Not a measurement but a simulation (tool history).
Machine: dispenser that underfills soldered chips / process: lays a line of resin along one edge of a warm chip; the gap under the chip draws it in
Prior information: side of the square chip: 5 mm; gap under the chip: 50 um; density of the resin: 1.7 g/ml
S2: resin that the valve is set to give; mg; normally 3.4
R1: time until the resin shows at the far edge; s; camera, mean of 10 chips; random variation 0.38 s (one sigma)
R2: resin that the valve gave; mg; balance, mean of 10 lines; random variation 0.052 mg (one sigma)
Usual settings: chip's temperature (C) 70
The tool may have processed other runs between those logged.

run 1 day=0 | chip's_temperature_(C)=70 S2=3.4 | R1=34.8 R2=3.34
run 2 day=0.367 | chip's_temperature_(C)=68 S2=3.4 | R1=30.5 R2=3.47
run 3 day=0.654 | chip's_temperature_(C)=68 S2=3.4 | R1=42.5 R2=3.4
run 4 day=0.954 | chip's_temperature_(C)=68 S2=3.4 | R1=33.8 R2=3.33
run 5 day=1.188 | chip's_temperature_(C)=68 S2=3.4 | R1=44.2 R2=3.43
run 6 day=1.533 | chip's_temperature_(C)=68 S2=3.4 | R1=35.6 R2=3.31
run 7 day=1.725 | chip's_temperature_(C)=60 S2=3.4 | R1=63.2 R2=3.33
run 8 day=2.004 | chip's_temperature_(C)=60 S2=3.4 | R1=45.4 R2=3.31
run 9 day=2.425 | chip's_temperature_(C)=70 S2=3.4 | R1=26.2 R2=3.33
run 10 day=2.704 | chip's_temperature_(C)=70 S2=3.4 | R1=38.4 R2=3.27
run 11 day=3.079 | chip's_temperature_(C)=70 S2=3.4 | R1=31.9 R2=3.2
run 12 day=3.429 | chip's_temperature_(C)=70 S2=3.4 | R1=25.5 R2=3.25
run 13 day=3.625 | chip's_temperature_(C)=70 S2=3.4 | R1=32.7 R2=3.18
run 14 day=3.817 | chip's_temperature_(C)=70 S2=4.04 | R1=42.3 R2=3.73
run 15 day=4.092 | chip's_temperature_(C)=70 S2=4.04 | R1=30 R2=3.81
run 16 day=4.367 | chip's_temperature_(C)=70 S2=4.04 | R1=21.4 R2=3.74
run 17 day=4.583 | chip's_temperature_(C)=70 S2=4.04 | R1=29.4 R2=3.87
run 18 day=4.821 | chip's_temperature_(C)=70 S2=3.4 | R1=39.4 R2=3.18
run 19 day=5.075 | chip's_temperature_(C)=81 S2=3.94 | R1=18.1 R2=3.57
run 20 day=5.304 | chip's_temperature_(C)=81 S2=3.94 | R1=25.4 R2=3.54
run 21 day=5.521 | chip's_temperature_(C)=70 S2=3.45 | R1=24.9 R2=3.15
run 22 day=5.921 | chip's_temperature_(C)=70 S2=3.81 | R1=41.4 R2=3.49
run 23 day=6.238 | chip's_temperature_(C)=59 S2=3.49 | R1=50.6 R2=3.21
run 24 day=6.638 | chip's_temperature_(C)=56 S2=3.87 | R1=46.3 R2=3.47
run 25 day=6.9 | chip's_temperature_(C)=79 S2=3.12 | R1=27.9 R2=2.72
run 26 day=7.175 | chip's_temperature_(C)=69 S2=4.05 | R1=28.3 R2=3.62
run 27 day=7.588 | chip's_temperature_(C)=84 S2=3.72 | R1=12.9 R2=3.27
run 28 day=7.838 | chip's_temperature_(C)=84 S2=4.13 | R1=18.6 R2=3.52
run 29 day=8.138 | chip's_temperature_(C)=75 S2=3.4 | R1=20.2 R2=3.04
run 30 day=8.417 | chip's_temperature_(C)=78 S2=3.54 | R1=25.1 R2=3.07
run 31 day=8.854 | chip's_temperature_(C)=78 S2=3.54 | R1=22.7 R2=3.04
run 32 day=9.146 | chip's_temperature_(C)=70 S2=3.24 | R1=21.8 R2=2.89
run 33 day=9.383 | chip's_temperature_(C)=70 S2=3.74 | R1=27.4 R2=3.86
run 34 day=9.829 | chip's_temperature_(C)=77 S2=3.38 | R1=19.5 R2=3.41
run 35 day=10.271 | chip's_temperature_(C)=76 S2=4.05 | R1=18.1 R2=4.04
run 36 day=10.554 | chip's_temperature_(C)=77 S2=4.09 | R1=25.7 R2=4.03

The log once held 21 entries between its listed runs, left out of this copy. Where does each go, and what is different about the tool's unlogged condition between the listed run before it and the listed run after it?
Run 1 -> run 2: new syringe of resin (day 0.2)
  resin's viscosity, % of fresh resin's: 152.3 -> 121.7; dose that the valve gives, % of what is set: 99.58 -> 99.07; true chip temperature over the reading, C: 0.64 -> 0.67
  what was measured, less what the result would be without the hidden state, R1: +11.5 -> +4.7 s; R2: -0.01 -> -0.03 mg
Run 3 -> run 4: new syringe of resin (day 0.721)
  resin's viscosity, % of fresh resin's: 176.7 -> 135.4; dose that the valve gives, % of what is set: 98.62 -> 98.19; true chip temperature over the reading, C: 0.7 -> 0.72
  what was measured, less what the result would be without the hidden state, R1: +17.8 -> +7.9 s; R2: -0.05 -> -0.06 mg
Run 5 -> run 6: new syringe of resin (day 1.238)
  resin's viscosity, % of fresh resin's: 183 -> 147; dose that the valve gives, % of what is set: 97.85 -> 97.38; true chip temperature over the reading, C: 0.74 -> 0.77
  what was measured, less what the result would be without the hidden state, R1: +19.5 -> +10.7 s; R2: -0.07 -> -0.09 mg
Run 7 -> run 8: new syringe of resin (day 1.767)
  resin's viscosity, % of fresh resin's: 188.6 -> 135.1; dose that the valve gives, % of what is set: 97.1 -> 96.74; true chip temperature over the reading, C: 0.79 -> 0.81
  what was measured, less what the result would be without the hidden state, R1: +29 -> +10.8 s; R2: -0.1 -> -0.11 mg
Run 8 -> run 9: new syringe of resin (day 2.283)
  resin's viscosity, % of fresh resin's: 135.1 -> 120.7; dose that the valve gives, % of what is set: 96.74 -> 96.16; true chip temperature over the reading, C: 0.81 -> 0.85
  what was measured, less what the result would be without the hidden state, R1: +10.8 -> +3.9 s; R2: -0.11 -> -0.13 mg
Run 10 -> run 11: new syringe of resin (day 2.812)
  resin's viscosity, % of fresh resin's: 173.9 -> 142.5; dose that the valve gives, % of what is set: 95.73 -> 95.25; true chip temperature over the reading, C: 0.88 -> 0.92
  what was measured, less what the result would be without the hidden state, R1: +15.8 -> +9 s; R2: -0.14 -> -0.16 mg
Run 11 -> run 12: new syringe of resin (day 3.333)
  resin's viscosity, % of fresh resin's: 142.5 -> 113.8; dose that the valve gives, % of what is set: 95.25 -> 94.8; true chip temperature over the reading, C: 0.92 -> 0.95
  what was measured, less what the result would be without the hidden state, R1: +9 -> +2.4 s; R2: -0.16 -> -0.18 mg
Run 14 -> run 15: new syringe of resin (day 3.858)
  resin's viscosity, % of fresh resin's: 188.7 -> 136.3; dose that the valve gives, % of what is set: 94.29 -> 93.91; true chip temperature over the reading, C: 0.98 -> 1.01
  what was measured, less what the result would be without the hidden state, R1: +19 -> +7.2 s; R2: -0.23 -> -0.25 mg
Run 15 -> run 16: new syringe of resin (day 4.367)
  resin's viscosity, % of fresh resin's: 136.3 -> 100.1; dose that the valve gives, % of what is set: 93.91 -> 93.55; true chip temperature over the reading, C: 1.01 -> 1.03
  what was measured, less what the result would be without the hidden state, R1: +7.2 -> -0.8 s; R2: -0.25 -> -0.26 mg
Run 18 -> run 19: new syringe of resin (day 4.908)
  resin's viscosity, % of fresh resin's: 180.1 -> 125.7; dose that the valve gives, % of what is set: 92.93 -> 92.6; true chip temperature over the reading, C: 1.07 -> 1.09
  what was measured, less what the result would be without the hidden state, R1: +17 -> +3.2 s; R2: -0.24 -> -0.29 mg
Run 20 -> run 21: new syringe of resin (day 5.446)
  resin's viscosity, % of fresh resin's: 169.2 -> 111; dose that the valve gives, % of what is set: 92.26 -> 91.97; true chip temperature over the reading, C: 1.12 -> 1.13
  what was measured, less what the result would be without the hidden state, R1: +9.6 -> +1.7 s; R2: -0.31 -> -0.28 mg
Run 22 -> run 23: new syringe of resin (day 5.954)
  resin's viscosity, % of fresh resin's: 186.7 -> 144.3; dose that the valve gives, % of what is set: 91.42 -> 90.97; true chip temperature over the reading, C: 1.17 -> 1.19
  what was measured, less what the result would be without the hidden state, R1: +18.4 -> +14.1 s; R2: -0.33 -> -0.32 mg
Run 23 -> run 24: new syringe of resin (day 6.492)
  resin's viscosity, % of fresh resin's: 144.3 -> 122.3; dose that the valve gives, % of what is set: 90.97 -> 90.38; true chip temperature over the reading, C: 1.19 -> 1.23
  what was measured, less what the result would be without the hidden state, R1: +14.1 -> +6.8 s; R2: -0.32 -> -0.37 mg
Run 25 -> run 26: new syringe of resin (day 7.008)
  resin's viscosity, % of fresh resin's: 172.5 -> 124.8; dose that the valve gives, % of what is set: 90 -> 89.65; true chip temperature over the reading, C: 1.26 -> 1.28
  what was measured, less what the result would be without the hidden state, R1: +11.3 -> +4.6 s; R2: -0.31 -> -0.42 mg
Run 26 -> run 27: new syringe of resin (day 7.525)
  resin's viscosity, % of fresh resin's: 124.8 -> 105.9; dose that the valve gives, % of what is set: 89.65 -> 89.06; true chip temperature over the reading, C: 1.28 -> 1.32
  what was measured, less what the result would be without the hidden state, R1: +4.6 -> +0.3 s; R2: -0.42 -> -0.41 mg
Run 28 -> run 29: new syringe of resin (day 8.062)
  resin's viscosity, % of fresh resin's: 146.2 -> 108.5; dose that the valve gives, % of what is set: 88.76 -> 88.35; true chip temperature over the reading, C: 1.34 -> 1.37
  what was measured, less what the result would be without the hidden state, R1: +5.3 -> +1 s; R2: -0.46 -> -0.39 mg
Run 30 -> run 31: new syringe of resin (day 8.604)
  resin's viscosity, % of fresh resin's: 155.7 -> 139.4; dose that the valve gives, % of what is set: 87.93 -> 87.3; true chip temperature over the reading, C: 1.39 -> 1.43
  what was measured, less what the result would be without the hidden state, R1: +8.4 -> +5.8 s; R2: -0.43 -> -0.45 mg
Run 31 -> run 32: new syringe of resin (day 9.142)
  resin's viscosity, % of fresh resin's: 139.4 -> 98.8; dose that the valve gives, % of what is set: 87.3 -> 86.88; true chip temperature over the reading, C: 1.43 -> 1.46
  what was measured, less what the result would be without the hidden state, R1: +5.8 -> -0.9 s; R2: -0.45 -> -0.43 mg
Run 32 -> run 33: dispensing valve cleaned and set on the balance (day 9.346)
  resin's viscosity, % of fresh resin's: 98.8 -> 127.7; dose that the valve gives, % of what is set: 86.88 -> 100.25; true chip temperature over the reading, C: 1.46 -> 1.48
  what was measured, less what the result would be without the hidden state, R1: -0.9 -> +4.7 s; R2: -0.43 -> +0.01 mg
Run 33 -> run 34: new syringe of resin (day 9.708)
  resin's viscosity, % of fresh resin's: 127.7 -> 114.9; dose that the valve gives, % of what is set: 100.25 -> 99.65; true chip temperature over the reading, C: 1.48 -> 1.51
  what was measured, less what the result would be without the hidden state, R1: +4.7 -> +1.5 s; R2: +0.01 -> -0.02 mg
Run 34 -> run 35: new syringe of resin (day 10.233)
  resin's viscosity, % of fresh resin's: 114.9 -> 105.6; dose that the valve gives, % of what is set: 99.65 -> 99.06; true chip temperature over the reading, C: 1.51 -> 1.55
  what was measured, less what the result would be without the hidden state, R1: +1.5 -> -0.1 s; R2: -0.02 -> -0.04 mg

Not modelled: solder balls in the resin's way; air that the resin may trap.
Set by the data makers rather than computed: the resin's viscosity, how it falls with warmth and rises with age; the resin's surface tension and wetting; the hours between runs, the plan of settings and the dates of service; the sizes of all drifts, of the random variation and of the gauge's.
